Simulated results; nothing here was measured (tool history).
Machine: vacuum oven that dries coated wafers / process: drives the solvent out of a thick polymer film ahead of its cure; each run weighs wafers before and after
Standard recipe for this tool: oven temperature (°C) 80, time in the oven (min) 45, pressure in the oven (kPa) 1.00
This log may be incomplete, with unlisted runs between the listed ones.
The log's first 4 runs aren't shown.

run     day  oven temperature (°C)  time in the oven (min)  pressure in the oven (kPa)  solvent left in the film (%)
  5   6.058                     80                      45                        0.91                          1.57
  6   7.408                     80                      45                        0.91                          1.54
  7   9.029                     80                      45                        0.68                          1.48
  8  10.896                     80                      45                        0.68                          1.44
  9  12.104                     80                      45                        0.68                          1.41
 10  13.883                     80                      45                        0.68                          1.42
 11  15.433                     80                      45                        0.68                          1.45
 12  16.767                     80                      45                        0.68                          1.51
 13  19.308                     80                      45                        0.68                          1.44
 14  21.188                     80                      45                        0.68                          1.45
 15  23.146                     80                      45                        0.68                          1.48
 16  24.171                     80                      45                        0.68                          1.45
 17  26.062                     80                      45                        0.68                          1.46
 18  27.096                     80                      45                        1.00                          1.57
 19  28.388                     91                      45                        1.00                          0.42
 20  30.246                     77                      45                        1.00                          2.30
 21  32.542                     77                      45                        3.28                          3.43
 22  33.646                     77                      45                        3.28                          3.45
 23  35.321                     80                      49                        1.00                          1.35
 24  36.550                     80                      45                        0.57                          1.42
 25  38.179                     79                      45                        0.52                          1.60
 26  40.675                     79                      45                        0.52                          1.56
 27  42.921                     73                      41                        2.82                          5.00
 28  44.746                     73                      41                        2.82                          4.97
 29  46.375                     85                      50                        0.82                          0.60

Predict the results of run 30:
 30  48.621                     85                      50                        0.82                             ?

solvent left in the film (%): 0.62
If the tool had no hidden condition, the same run with the same run-to-run variation would have returned solvent left in the film (%) 0.62.

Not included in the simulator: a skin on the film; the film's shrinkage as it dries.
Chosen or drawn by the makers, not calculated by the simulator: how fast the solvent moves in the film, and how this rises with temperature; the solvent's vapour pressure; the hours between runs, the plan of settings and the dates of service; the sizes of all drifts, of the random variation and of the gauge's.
